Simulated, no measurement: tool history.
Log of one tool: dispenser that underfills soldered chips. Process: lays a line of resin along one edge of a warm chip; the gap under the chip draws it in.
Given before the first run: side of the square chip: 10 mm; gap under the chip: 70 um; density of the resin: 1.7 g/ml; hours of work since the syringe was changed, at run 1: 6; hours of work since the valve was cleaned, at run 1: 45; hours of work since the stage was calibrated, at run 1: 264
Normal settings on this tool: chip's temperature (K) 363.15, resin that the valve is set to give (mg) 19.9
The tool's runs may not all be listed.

run	hour	chip's temperature (K)	resin that the valve is set to give (mg)	hours of work since the syringe was changed	hours of work since the valve was cleaned	hours of work since the stage was calibrated	time until the resin shows at the far edge (s)	resin that the valve gave (mg)
1	0.0	363.15	19.9	6	45	264	73.9	19.21
# hour 1.1: new syringe of resin
2	8.9	363.15	17.4	6	51	270	78.3	16.73
# hour 9.7: new syringe of resin
3	13.8	363.15	17.4	3	55	274	71.0	16.68
# hour 18.0: new syringe of resin
# hour 19.4: dispensing valve cleaned and set on the balance
4	21.3	363.15	17.4	2	1	278	66.5	17.46
# hour 27.7: new syringe of resin
5	29.7	363.15	17.4	2	8	285	65.1	17.29
6	34.1	363.15	17.4	5	11	288	74.9	17.28
# hour 36.1: new syringe of resin
7	40.4	363.15	17.4	3	16	292	72.0	17.17
# hour 44.4: new syringe of resin
8	45.1	363.15	19.9	1	19	296	62.4	19.77
9	52.2	363.15	23.9	6	24	301	75.0	23.43
# hour 53.1: new syringe of resin
# hour 61.6: new syringe of resin
10	61.6	363.15	23.9	0	31	308	60.6	23.40
# hour 69.9: new syringe of resin
11	71.0	363.15	23.9	1	38	315	62.6	23.21
12	75.0	363.15	19.9	4	41	318	70.5	19.42
# hour 78.3: new syringe of resin
13	84.5	363.15	19.9	5	48	325	74.3	19.36
# hour 86.6: new syringe of resin
14	93.5	363.15	19.9	5	55	332	75.2	19.14
# hour 95.4: new syringe of resin
15	97.6	363.15	19.9	2	58	335	64.7	19.18
# hour 99.7: dispensing valve cleaned and set on the balance
# hour 104.9: new syringe of resin
16	105.3	363.15	19.9	0	4	339	63.5	19.94
17	110.8	363.15	21.3	5	8	344	72.4	21.26
# hour 113.2: new syringe of resin
18	116.3	363.15	21.3	2	12	348	67.6	21.13
19	120.1	353.15	19.8	5	15	350	102.2	19.50
# hour 122.1: new syringe of resin
20	125.5	348.15	23.8	3	19	354	103.9	23.33
# hour 130.5: new syringe of resin
21	130.5	348.15	23.8	0	23	358	96.8	23.40
# hour 138.9: new syringe of resin
22	138.9	372.15	21.7	0	29	364	48.6	21.19
23	144.8	372.15	21.7	5	33	369	56.2	21.05
# hour 147.5: new syringe of resin
24	149.7	372.15	21.7	2	37	372	51.2	21.07
# hour 155.8: new syringe of resin
25	156.1	361.15	18.2	0	41	377	68.1	17.53
26	161.2	358.15	18.9	4	45	381	81.4	18.33
# hour 164.1: new syringe of resin
27	165.7	376.15	19.9	1	49	384	46.0	19.27
# hour 172.8: new syringe of resin
28	174.6	358.15	20.3	1	55	390	78.4	19.44
# hour 179.6: dispensing valve cleaned and set on the balance
29	179.7	368.15	24.2	5	0	394	64.5	23.97
# hour 182.2: new syringe of resin
30	187.8	363.15	22.5	4	6	399	71.5	22.41
# hour 190.8: new syringe of resin
31	195.5	363.15	22.5	4	12	405	71.2	22.20

5 options for the next run, each taken on its own from the tool as it stands now. Forecast them:
# hour 199.8: new syringe of resin
A	204.2	363.15	20.8	3	18	412	?	?
# hour 199.8: new syringe of resin
B	204.2	350.15	19.1	3	18	412	?	?
# hour 199.8: new syringe of resin
C	204.2	374.15	18.6	3	18	412	?	?
# hour 199.8: new syringe of resin
D	204.2	363.15	19.8	3	18	412	?	?
# hour 199.8: new syringe of resin
E	204.2	375.15	21.7	3	18	412	?	?

run	time until the resin shows at the far edge (s)	resin that the valve gave (mg)
A	69.3	20.69
B	103.1	19.09
C	53.8	18.32
D	69.1	19.55
E	51.2	21.48
Take away the tool's hidden state, keep each run's random variation, and the runs would have read:
run	time until the resin shows at the far edge (s)	resin that the valve gave (mg)
A	57.5	20.95
B	84.9	19.33
C	44.8	18.55
D	57.1	19.80
E	42.7	21.75
